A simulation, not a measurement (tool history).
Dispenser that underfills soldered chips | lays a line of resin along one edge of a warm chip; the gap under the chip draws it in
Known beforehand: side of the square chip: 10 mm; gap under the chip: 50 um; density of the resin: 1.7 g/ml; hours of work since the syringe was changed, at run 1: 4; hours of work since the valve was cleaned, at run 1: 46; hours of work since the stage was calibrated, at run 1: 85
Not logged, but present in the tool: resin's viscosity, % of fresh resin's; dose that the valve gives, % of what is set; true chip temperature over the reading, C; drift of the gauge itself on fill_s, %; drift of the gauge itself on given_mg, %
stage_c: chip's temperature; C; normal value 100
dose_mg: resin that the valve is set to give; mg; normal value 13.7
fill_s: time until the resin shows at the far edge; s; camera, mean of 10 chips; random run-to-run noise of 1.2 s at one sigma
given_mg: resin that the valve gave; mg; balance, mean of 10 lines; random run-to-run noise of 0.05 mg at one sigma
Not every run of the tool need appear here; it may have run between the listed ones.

run	hour	stage_c	dose_mg	hours of work since the syringe was changed	hours of work since the valve was cleaned	hours of work since the stage was calibrated	fill_s	given_mg
1	0.0	100	13.7	4	46	85	127.9	13.25
# hour 7.0: new syringe of resin
2	7.0	100	14.1	0	51	90	108.5	13.49
3	15.2	113	13.7	6	57	96	92.1	13.07
# hour 19.5: new syringe of resin
4	20.7	113	13.7	1	60	99	73.6	13.03
# hour 32.4: new syringe of resin
5	32.5	113	12.1	0	69	108	72.0	11.53
# hour 40.2: dispensing valve cleaned and set on the balance
6	41.7	92	16.4	6	1	113	178.1	16.37
# hour 45.5: new syringe of resin
7	50.2	110	16.3	3	7	119	88.5	16.21
# hour 58.3: new syringe of resin
8	59.4	100	16.1	1	13	126	111.4	15.95
9	67.6	100	16.1	7	19	132	144.5	15.96
# hour 71.2: new syringe of resin
10	76.0	100	12.8	3	25	138	126.5	12.54

Per-run results on a tool with no hidden state, each run keeping its own random variation:
run	fill_s	given_mg
1	113.5	13.74
2	110.2	14.05
3	72.5	13.67
4	71.7	13.67
5	74.8	12.17
6	146.5	16.39
7	78.5	16.30
8	110.6	16.12
9	111.9	16.19
10	112.4	12.77

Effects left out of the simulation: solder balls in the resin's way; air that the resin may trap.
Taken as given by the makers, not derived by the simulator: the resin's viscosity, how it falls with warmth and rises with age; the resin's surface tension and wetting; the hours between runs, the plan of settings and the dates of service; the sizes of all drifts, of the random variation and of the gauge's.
